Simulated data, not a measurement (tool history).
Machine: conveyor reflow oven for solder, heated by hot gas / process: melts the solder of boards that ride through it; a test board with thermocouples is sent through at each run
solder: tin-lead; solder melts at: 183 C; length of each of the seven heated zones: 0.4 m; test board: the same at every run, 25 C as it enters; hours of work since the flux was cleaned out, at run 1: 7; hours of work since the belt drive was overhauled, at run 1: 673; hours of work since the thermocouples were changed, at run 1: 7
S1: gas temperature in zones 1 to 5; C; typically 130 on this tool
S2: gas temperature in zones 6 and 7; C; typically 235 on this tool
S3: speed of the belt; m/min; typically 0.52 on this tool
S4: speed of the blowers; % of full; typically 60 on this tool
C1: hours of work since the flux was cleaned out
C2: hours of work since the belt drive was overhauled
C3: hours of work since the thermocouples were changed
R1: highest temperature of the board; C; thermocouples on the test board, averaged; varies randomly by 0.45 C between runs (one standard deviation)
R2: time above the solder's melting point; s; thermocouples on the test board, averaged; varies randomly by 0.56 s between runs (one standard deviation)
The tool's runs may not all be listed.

| run | day | S1 | S2 | S3 | S4 | C1 | C2 | C3 | R1 | R2 |
|---|---|---|---|---|---|---|---|---|---|---|
| 1 | 0 | 130 | 235 | 0.52 | 60 | 7 | 673 | 7 | 214.9 | 64.8 |
| 2 | 1.362 | 130 | 235 | 0.52 | 60 | 29 | 695 | 29 | 214.4 | 63.9 |
| 3 | 3.275 | 130 | 235 | 0.52 | 60 | 59 | 725 | 59 | 213.9 | 63.7 |
| 4 | 6.129 | 130 | 235 | 0.52 | 60 | 104 | 770 | 104 | 214.2 | 62.9 |
| 5 | 7.546 | 130 | 235 | 0.52 | 60 | 127 | 793 | 127 | 213.4 | 61.5 |
| 6 | 9.096 | 130 | 235 | 0.52 | 60 | 151 | 818 | 151 | 213.8 | 62 |
| 7 | 11.7 | 130 | 235 | 0.52 | 60 | 193 | 859 | 193 | 212.7 | 60.9 |
| 8 | 12.896 | 130 | 235 | 0.52 | 60 | 212 | 878 | 212 | 212.7 | 61.3 |
| 9 | 15.583 | 130 | 235 | 0.52 | 60 | 255 | 921 | 255 | 211.8 | 62.1 |
| 10 | 17.492 | 130 | 235 | 0.52 | 60 | 285 | 951 | 285 | 211.7 | 61.1 |
| 11 | 19.088 | 130 | 235 | 0.52 | 60 | 310 | 976 | 310 | 211.1 | 60.6 |
|  | 19.638 | flux residue cleaned out of gas plates and filters |
|  | 21.446 | belt drive overhauled, speed set with a stopwatch |
| 12 | 22.138 | 130 | 235 | 0.52 | 60 | 37 | 11 | 353 | 213.9 | 61.3 |
| 13 | 23.471 | 130 | 235 | 0.502 | 60 | 58 | 32 | 374 | 214.9 | 65 |
| 14 | 25.412 | 138 | 249 | 0.52 | 60 | 89 | 63 | 405 | 226.5 | 76.1 |
| 15 | 28.088 | 143 | 249 | 0.52 | 62 | 132 | 105 | 447 | 228.3 | 77.8 |
| 16 | 30.542 | 143 | 249 | 0.52 | 62 | 171 | 144 | 486 | 226.5 | 79.2 |
| 17 | 32.883 | 119 | 235 | 0.52 | 63 | 208 | 182 | 523 | 209.9 | 53.4 |
| 18 | 35.117 | 128 | 245 | 0.52 | 60 | 243 | 217 | 559 | 219.2 | 66.4 |
| 19 | 38 | 125 | 235 | 0.52 | 83 | 289 | 263 | 605 | 214 | 60.3 |
| 20 | 39.408 | 137 | 235 | 0.52 | 83 | 311 | 285 | 627 | 215.5 | 67.4 |
|  | 40.008 | flux residue cleaned out of gas plates and filters |
| 21 | 41.217 | 143 | 235 | 0.609 | 54 | 19 | 311 | 653 | 208.7 | 52.2 |
| 22 | 43.933 | 125 | 233 | 0.454 | 54 | 62 | 354 | 696 | 212.7 | 69.6 |
| 23 | 45.946 | 125 | 233 | 0.601 | 69 | 94 | 386 | 728 | 206.1 | 43.1 |
| 24 | 47.162 | 125 | 233 | 0.601 | 69 | 114 | 405 | 747 | 205.3 | 42.1 |

Each row is a separate what-if for the run after 24, all from the same tool condition, not one after another. Results?
| A | 49.992 | 130 | 249 | 0.536 | 60 | 159 | 450 | 792 | ? | ? |
| B | 49.992 | 124 | 233 | 0.539 | 83 | 159 | 450 | 792 | ? | ? |
| C | 49.992 | 125 | 232 | 0.619 | 69 | 159 | 450 | 792 | ? | ? |
| D | 49.992 | 126 | 231 | 0.479 | 69 | 159 | 450 | 792 | ? | ? |

| run | R1 | R2 |
|---|---|---|
| A | 222.5 | 67.8 |
| B | 211.6 | 55.9 |
| C | 202.4 | 38.2 |
| D | 211.7 | 64.9 |
With no hidden state in the tool, these same runs would have given:
| run | R1 | R2 |
|---|---|---|
| A | 227 | 71.1 |
| B | 216.2 | 60.6 |
| C | 207 | 43.6 |
| D | 216.1 | 69.7 |

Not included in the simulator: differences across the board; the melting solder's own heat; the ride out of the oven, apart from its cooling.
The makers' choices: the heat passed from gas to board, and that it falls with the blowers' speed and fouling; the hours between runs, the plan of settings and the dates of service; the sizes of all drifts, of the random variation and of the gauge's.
